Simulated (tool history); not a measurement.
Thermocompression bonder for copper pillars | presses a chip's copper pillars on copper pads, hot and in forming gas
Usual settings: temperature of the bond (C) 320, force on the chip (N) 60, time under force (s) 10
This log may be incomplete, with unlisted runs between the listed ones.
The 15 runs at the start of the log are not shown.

run	hour	temperature of the bond (C)	force on the chip (N)	time under force (s)	force that shears a chip off (N)
16	1060.7	320	60	10	47.8
17	1125.5	320	60	10	47.6
# hour 1187.3: forming gas filter changed
18	1197.7	349	39	10	38.4
19	1286.7	349	39	10	38
20	1352.5	349	39	10	38.3
21	1416.9	349	39	10	38
22	1472	302	60	10	41.6
23	1526.8	316	60	12	49.8
24	1573.9	312	60	12	48.6
# hour 1583.9: forming gas filter changed
25	1632.4	320	60	9	46.5
26	1700.2	310	72	26	71.1
27	1802.5	332	38	10	32.9
28	1903	323	39	15	37.3
29	1947.3	320	84	10	64.7
# hour 1979.1: forming gas filter changed
30	1990.6	309	54	11	41.4

Run 31, settings as shown, results not yet in. Your forecast:
# hour 2032.7: force cell calibrated
31	2080.9	309	54	11	?

force that shears a chip off (N): 41
With no hidden state in the tool, this same run would have given force that shears a chip off (N) 41.
